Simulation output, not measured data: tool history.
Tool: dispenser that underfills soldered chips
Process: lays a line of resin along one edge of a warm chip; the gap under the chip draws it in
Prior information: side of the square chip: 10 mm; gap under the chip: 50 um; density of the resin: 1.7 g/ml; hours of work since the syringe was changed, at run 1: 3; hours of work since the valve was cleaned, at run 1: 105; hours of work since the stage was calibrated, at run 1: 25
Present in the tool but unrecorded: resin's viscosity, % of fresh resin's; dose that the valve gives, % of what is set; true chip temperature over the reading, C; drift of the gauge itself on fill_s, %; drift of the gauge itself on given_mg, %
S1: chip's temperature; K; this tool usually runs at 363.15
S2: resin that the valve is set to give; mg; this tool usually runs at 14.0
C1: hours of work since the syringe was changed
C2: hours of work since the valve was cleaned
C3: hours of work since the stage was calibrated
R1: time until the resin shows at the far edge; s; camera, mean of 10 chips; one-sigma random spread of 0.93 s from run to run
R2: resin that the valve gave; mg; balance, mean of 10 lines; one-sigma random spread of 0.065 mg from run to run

Run 1, hour 0.0: usual settings; C1 3; C2 105; C3 25. Result: R1 105.1 s, R2 12.75 mg.
Run 2, hour 2.3: usual settings; C1 5; C2 107; C3 26. Result: R1 111.9 s, R2 12.67 mg.
At hour 3.7: new syringe of resin.
Run 3, hour 6.3: usual settings but S1 358.15 K; C1 2; C2 109; C3 29. Result: R1 128.3 s, R2 12.73 mg.
At hour 9.2: dispensing valve cleaned and set on the balance.
Run 4, hour 12.3: usual settings but S2 13.1 mg; C1 5; C2 2; C3 32. Result: R1 114.7 s, R2 13.04 mg.
At hour 13.0: new syringe of resin.
Run 5, hour 17.7: usual settings but S2 13.1 mg; C1 3; C2 5; C3 35. Result: R1 104.1 s, R2 13.06 mg.
At hour 21.7: new syringe of resin.
Run 6, hour 22.2: usual settings but S2 13.1 mg; C1 0; C2 8; C3 38. Result: R1 91.6 s, R2 12.93 mg.
Run 7, hour 25.9: usual settings; C1 3; C2 11; C3 41. Result: R1 101.8 s, R2 13.91 mg.
Run 8, hour 29.5: usual settings; C1 5; C2 13; C3 43. Result: R1 115.8 s, R2 13.82 mg.
At hour 30.2: new syringe of resin.
Run 9, hour 32.3: usual settings; C1 1; C2 15; C3 45. Result: R1 96.7 s, R2 13.83 mg.
Run 10, hour 34.5: usual settings; C1 3; C2 16; C3 46. Result: R1 103.9 s, R2 13.75 mg.
At hour 38.9: new syringe of resin.
Run 11, hour 39.5: usual settings; C1 0; C2 19; C3 49. Result: R1 94.3 s, R2 13.80 mg.
Run 12, hour 43.4: usual settings; C1 3; C2 22; C3 52. Result: R1 105.2 s, R2 13.74 mg.
At hour 47.4: new syringe of resin.
Run 13, hour 48.2: usual settings but S2 17.7 mg; C1 1; C2 25; C3 55. Result: R1 89.4 s, R2 17.26 mg.
Run 14, hour 51.0: usual settings but S2 14.3 mg; C1 2; C2 27; C3 57. Result: R1 101.9 s, R2 13.90 mg.
Run 15, hour 53.5: usual settings but S2 14.3 mg; C1 4; C2 28; C3 58. Result: R1 109.4 s, R2 13.86 mg.
At hour 55.8: new syringe of resin.
Run 16, hour 56.7: usual settings but S2 14.3 mg; C1 1; C2 30; C3 60. Result: R1 92.6 s, R2 13.96 mg.
Run 17, hour 59.4: usual settings; C1 2; C2 32; C3 62. Result: R1 101.7 s, R2 13.57 mg.
At hour 64.3: new syringe of resin.
Run 18, hour 64.5: usual settings; C1 0; C2 35; C3 65. Result: R1 91.1 s, R2 13.50 mg.
Run 19, hour 69.2: usual settings but S1 350.15 K, S2 15.8 mg; C1 3; C2 38; C3 68. Result: R1 194.7 s, R2 15.25 mg.
At hour 72.6: new syringe of resin.
Run 20, hour 73.2: usual settings but S1 349.15 K, S2 12.4 mg; C1 0; C2 41; C3 71. Result: R1 186.8 s, R2 12.01 mg.
Run 21, hour 75.9: usual settings but S1 349.15 K, S2 12.4 mg; C1 2; C2 42; C3 72. Result: R1 205.3 s, R2 12.00 mg.
Run 22, hour 79.8: usual settings but S1 349.15 K, S2 12.4 mg; C1 5; C2 45; C3 75. Result: R1 234.7 s, R2 11.96 mg.
At hour 81.2: new syringe of resin.
Run 23, hour 83.5: usual settings but S1 349.15 K, S2 12.4 mg; C1 2; C2 47; C3 77. Result: R1 198.5 s, R2 11.90 mg.
Run 24, hour 87.1: usual settings but S1 359.15 K, S2 14.3 mg; C1 4; C2 50; C3 80. Result: R1 131.9 s, R2 13.68 mg.

Run 25 comes next. What will it give?
At hour 89.8: new syringe of resin.
Run 25, hour 90.5: usual settings but S1 359.15 K, S2 14.3 mg; C1 0; C2 52; C3 82. Result: R1 ?, R2 ?.

For run 25 the tool returned R1 112.4 s, R2 13.65 mg.
Minus the tool's unlogged condition, the same run would have read R1 106.8 s, R2 14.32 mg.
